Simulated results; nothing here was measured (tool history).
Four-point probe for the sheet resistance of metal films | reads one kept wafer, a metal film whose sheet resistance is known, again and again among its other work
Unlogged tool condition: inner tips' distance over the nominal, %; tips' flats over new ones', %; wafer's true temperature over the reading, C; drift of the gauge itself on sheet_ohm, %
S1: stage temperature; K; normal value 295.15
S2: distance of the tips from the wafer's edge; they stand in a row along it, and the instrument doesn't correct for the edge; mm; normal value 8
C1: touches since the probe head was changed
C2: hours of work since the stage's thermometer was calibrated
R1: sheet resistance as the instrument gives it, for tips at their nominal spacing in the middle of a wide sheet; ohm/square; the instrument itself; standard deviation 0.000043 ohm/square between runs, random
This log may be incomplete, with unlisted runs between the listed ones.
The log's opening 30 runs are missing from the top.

run	hour	S1	S2	C1	C2	R1
31	380	293.15	5	24654	486	0.219073
32	388.9	295.15	26	25057	492	0.214801
33	404.7	295.15	26	25768	502	0.214771
34	415.1	302.15	13	26239	509	0.215073
35	422.6	302.15	13	26579	514	0.215071
36	432.3	296.15	3	27016	521	0.22663
37	440.5	299.15	27	27388	526	0.214655
38	456.8	299.15	27	28123	537	0.214608
39	464.8	302.15	4	28483	543	0.22134
40	482.2	295.15	11	29269	554	0.215374

Expected results for the next run?
41	497.5	299.15	4	29963	565	?

Run 41 yielded R1 0.221413 ohm/square.
The same run, on a tool lacking any hidden state, would have yielded R1 0.221411 ohm/square.

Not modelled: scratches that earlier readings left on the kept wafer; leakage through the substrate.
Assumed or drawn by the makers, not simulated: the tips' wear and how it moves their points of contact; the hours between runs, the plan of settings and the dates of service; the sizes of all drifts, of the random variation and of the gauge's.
